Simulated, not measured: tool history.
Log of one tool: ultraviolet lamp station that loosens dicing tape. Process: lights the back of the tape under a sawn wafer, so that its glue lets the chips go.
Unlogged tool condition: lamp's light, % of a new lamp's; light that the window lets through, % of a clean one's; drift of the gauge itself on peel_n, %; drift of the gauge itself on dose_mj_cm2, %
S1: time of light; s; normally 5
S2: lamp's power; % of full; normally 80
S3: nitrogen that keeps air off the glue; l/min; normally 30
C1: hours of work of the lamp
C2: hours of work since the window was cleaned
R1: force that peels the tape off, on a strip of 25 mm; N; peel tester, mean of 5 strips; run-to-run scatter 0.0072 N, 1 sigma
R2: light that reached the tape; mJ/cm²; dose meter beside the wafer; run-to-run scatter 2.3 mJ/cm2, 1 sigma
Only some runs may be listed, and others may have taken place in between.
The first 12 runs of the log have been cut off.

run	hour	S1	S2	S3	C1	C2	R1	R2
13	232.7	5	80	41	407	99	0.198	214
14	244.5	5	80	41	415	107	0.191	212
15	266.4	5	80	41	430	122	0.190	215
16	280.5	5	80	41	440	132	0.187	213
17	301.2	5	80	41	454	146	0.191	213
18	318.8	5	80	41	466	158	0.206	215
19	340.3	2	80	41	481	173	1.911	89
20	352.5	5	80	30	489	181	0.254	215
21	366.4	5	80	30	498	190	0.265	215
22	380.5	4	80	30	508	200	0.500	174
23	397.1	4	78	31	519	211	0.517	165
24	415.5	8	78	31	532	224	0.064	338
25	428.0	8	78	31	540	232	0.072	334
26	446.4	8	78	31	553	245	0.076	331
27	468.9	3	78	18	568	260	1.596	125
28	483.2	3	78	18	578	270	1.723	123
29	494.8	3	78	31	586	278	1.128	126
30	508.7	6	65	19	595	287	0.458	211
31	519.7	5	71	30	603	295	0.372	191
32	535.3	7	80	30	613	305	0.093	302
33	553.0	7	87	30	625	317	0.075	327
34	577.2	7	64	30	642	334	0.180	239
35	603.0	7	64	30	660	351	0.192	239

Forecast run 36:
36	624.0	7	77	38	674	366	?	?

{"run 36": {"R1": 0.084, "R2": 292}}
With the hidden condition absent and the run-to-run variation left alone, this run would have shown R1 0.083 N, R2 293 mJ/cm².

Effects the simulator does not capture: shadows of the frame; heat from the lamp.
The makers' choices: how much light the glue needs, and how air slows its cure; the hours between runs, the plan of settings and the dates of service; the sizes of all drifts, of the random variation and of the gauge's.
